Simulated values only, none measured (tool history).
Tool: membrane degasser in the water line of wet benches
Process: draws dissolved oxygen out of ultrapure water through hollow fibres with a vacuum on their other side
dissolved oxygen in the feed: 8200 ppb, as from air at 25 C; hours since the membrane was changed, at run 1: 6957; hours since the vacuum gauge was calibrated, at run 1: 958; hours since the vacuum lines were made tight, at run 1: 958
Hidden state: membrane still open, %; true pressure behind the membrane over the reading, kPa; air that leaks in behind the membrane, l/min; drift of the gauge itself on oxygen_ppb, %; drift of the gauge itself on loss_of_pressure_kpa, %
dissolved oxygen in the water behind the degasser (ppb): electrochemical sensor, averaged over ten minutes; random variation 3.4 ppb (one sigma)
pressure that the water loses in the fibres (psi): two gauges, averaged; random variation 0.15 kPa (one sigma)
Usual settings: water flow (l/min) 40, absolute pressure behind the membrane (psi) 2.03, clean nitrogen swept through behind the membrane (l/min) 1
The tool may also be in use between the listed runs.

| run | hour | water flow (l/min) | absolute pressure behind the membrane (psi) | clean nitrogen swept through behind the membrane (l/min) | hours since the membrane was changed | hours since the vacuum gauge was calibrated | hours since the vacuum lines were made tight | dissolved oxygen in the water behind the degasser (ppb) | pressure that the water loses in the fibres (psi) |
|---|---|---|---|---|---|---|---|---|---|
| 1 | 0 | 40 | 2.03 | 1 | 6957 | 958 | 958 | 926.9 | 4.583 |
| 2 | 193.3 | 40 | 2.03 | 1 | 7150 | 1151 | 1151 | 923.1 | 4.553 |
| 3 | 374.4 | 40 | 2.03 | 1 | 7331 | 1332 | 1332 | 921.6 | 4.519 |
| 4 | 520.2 | 40 | 2.03 | 1 | 7477 | 1478 | 1478 | 927.1 | 4.53 |
| 5 | 626.3 | 40 | 2.03 | 1 | 7583 | 1584 | 1584 | 928.5 | 4.567 |
| 6 | 758.8 | 40 | 2.03 | 0.79 | 7716 | 1716 | 1716 | 1069 | 4.609 |
| 7 | 978.6 | 40 | 1.68 | 1 | 7936 | 1936 | 1936 | 766.3 | 4.554 |
| 8 | 1088.7 | 40 | 1.68 | 1 | 8046 | 2046 | 2046 | 769 | 4.592 |
| 9 | 1328.3 | 25 | 1.36 | 1.2 | 8285 | 2286 | 2286 | 312.9 | 2.844 |
| 10 | 1492.4 | 25 | 1.36 | 1.2 | 8449 | 2450 | 2450 | 315.3 | 2.843 |
| 11 | 1627.4 | 40 | 2.03 | 0.68 | 8584 | 2585 | 2585 | 1180.9 | 4.572 |

Forecast each of these 4 alternatives for the next run:
| A | 1760.8 | 46 | 2.03 | 0.53 | 8718 | 2718 | 2718 | ? | ? |
| B | 1760.8 | 40 | 2.03 | 0.82 | 8718 | 2718 | 2718 | ? | ? |
| C | 1760.8 | 41 | 1.33 | 1.78 | 8718 | 2718 | 2718 | ? | ? |
| D | 1760.8 | 32 | 3.96 | 1.21 | 8718 | 2718 | 2718 | ? | ? |

| run | dissolved oxygen in the water behind the degasser (ppb) | pressure that the water loses in the fibres (psi) |
|---|---|---|
| A | 1523.1 | 5.298 |
| B | 1062 | 4.638 |
| C | 451.9 | 4.733 |
| D | 1262.1 | 3.703 |
Without the tool's hidden state the same runs would have given:
| run | dissolved oxygen in the water behind the degasser (ppb) | pressure that the water loses in the fibres (psi) |
|---|---|---|
| A | 1475.6 | 4.954 |
| B | 1021.9 | 4.338 |
| C | 409 | 4.427 |
| D | 1237.4 | 3.462 |

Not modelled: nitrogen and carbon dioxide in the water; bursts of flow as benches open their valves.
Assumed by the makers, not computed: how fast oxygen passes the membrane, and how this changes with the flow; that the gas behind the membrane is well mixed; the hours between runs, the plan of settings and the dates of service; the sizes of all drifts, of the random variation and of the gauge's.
